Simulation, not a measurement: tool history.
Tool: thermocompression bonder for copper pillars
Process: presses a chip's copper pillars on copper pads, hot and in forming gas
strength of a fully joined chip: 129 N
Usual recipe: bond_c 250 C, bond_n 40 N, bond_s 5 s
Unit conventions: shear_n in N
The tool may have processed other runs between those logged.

{"run": 1, "hour": 0.0, "bond_c": 250, "bond_n": 40, "bond_s": 5, "shear_n": 48.5}
{"run": 2, "hour": 19.7, "bond_c": 250, "bond_n": 40, "bond_s": 5, "shear_n": 47.9}
{"run": 3, "hour": 46.2, "bond_c": 250, "bond_n": 40, "bond_s": 5, "shear_n": 49.3}
{"run": 4, "hour": 67.2, "bond_c": 250, "bond_n": 40, "bond_s": 5, "shear_n": 48.6}
{"hour": 69.7, "done": "forming gas filter changed"}
{"run": 5, "hour": 92.1, "bond_c": 250, "bond_n": 40, "bond_s": 5, "shear_n": 50.2}
{"run": 6, "hour": 111.9, "bond_c": 250, "bond_n": 40, "bond_s": 5, "shear_n": 50.4}
{"run": 7, "hour": 146.2, "bond_c": 250, "bond_n": 40, "bond_s": 5, "shear_n": 49.7}
{"run": 8, "hour": 167.9, "bond_c": 250, "bond_n": 40, "bond_s": 5, "shear_n": 49.2}
{"hour": 175.8, "done": "heater calibrated with a thermocouple chip"}
{"run": 9, "hour": 189.2, "bond_c": 272, "bond_n": 40, "bond_s": 5, "shear_n": 63.2}
{"run": 10, "hour": 212.9, "bond_c": 272, "bond_n": 28, "bond_s": 5, "shear_n": 44.2}
{"run": 11, "hour": 233.5, "bond_c": 272, "bond_n": 28, "bond_s": 5, "shear_n": 44.5}
{"run": 12, "hour": 250.0, "bond_c": 250, "bond_n": 40, "bond_s": 4, "shear_n": 45.6}
{"run": 13, "hour": 271.6, "bond_c": 250, "bond_n": 40, "bond_s": 4, "shear_n": 47.4}
{"run": 14, "hour": 296.0, "bond_c": 250, "bond_n": 40, "bond_s": 4, "shear_n": 45.9}
{"run": 15, "hour": 313.2, "bond_c": 250, "bond_n": 40, "bond_s": 4, "shear_n": 46.3}
{"run": 16, "hour": 333.4, "bond_c": 250, "bond_n": 40, "bond_s": 4, "shear_n": 46.0}
{"hour": 344.9, "done": "heater calibrated with a thermocouple chip, once more"}
{"run": 17, "hour": 364.9, "bond_c": 250, "bond_n": 40, "bond_s": 4, "shear_n": 38.8}
{"run": 18, "hour": 398.5, "bond_c": 250, "bond_n": 40, "bond_s": 4, "shear_n": 39.2}
{"run": 19, "hour": 434.9, "bond_c": 267, "bond_n": 40, "bond_s": 3, "shear_n": 42.6}
{"run": 20, "hour": 452.0, "bond_c": 267, "bond_n": 40, "bond_s": 3, "shear_n": 43.2}
{"run": 21, "hour": 467.9, "bond_c": 234, "bond_n": 40, "bond_s": 3, "shear_n": 27.9}
{"hour": 471.6, "done": "forming gas filter changed"}
{"run": 22, "hour": 502.2, "bond_c": 234, "bond_n": 40, "bond_s": 3, "shear_n": 30.1}
{"run": 23, "hour": 532.9, "bond_c": 234, "bond_n": 40, "bond_s": 3, "shear_n": 29.3}
{"run": 24, "hour": 566.2, "bond_c": 224, "bond_n": 40, "bond_s": 10, "shear_n": 42.7}
{"run": 25, "hour": 586.7, "bond_c": 224, "bond_n": 29, "bond_s": 5, "shear_n": 22.4}
{"run": 26, "hour": 616.1, "bond_c": 252, "bond_n": 33, "bond_s": 15, "shear_n": 58.7}
{"run": 27, "hour": 637.1, "bond_c": 252, "bond_n": 33, "bond_s": 15, "shear_n": 58.6}
{"run": 28, "hour": 655.7, "bond_c": 252, "bond_n": 33, "bond_s": 15, "shear_n": 58.0}

Below are 3 alternative next runs, each starting from the tool's condition after run 28. Predict each:
{"run": "A", "hour": 680.6, "bond_c": 252, "bond_n": 33, "bond_s": 6, "shear_n": "?"}
{"run": "B", "hour": 680.6, "bond_c": 223, "bond_n": 40, "bond_s": 11, "shear_n": "?"}
{"run": "C", "hour": 680.6, "bond_c": 252, "bond_n": 33, "bond_s": 3, "shear_n": "?"}

run=A shear_n=40.1
run=B shear_n=44.8
run=C shear_n=30.3
The same runs, with their run-to-run variation unchanged, on a tool lacking any hidden condition would have given:
run=A shear_n=41.3
run=B shear_n=45.9
run=C shear_n=31.3

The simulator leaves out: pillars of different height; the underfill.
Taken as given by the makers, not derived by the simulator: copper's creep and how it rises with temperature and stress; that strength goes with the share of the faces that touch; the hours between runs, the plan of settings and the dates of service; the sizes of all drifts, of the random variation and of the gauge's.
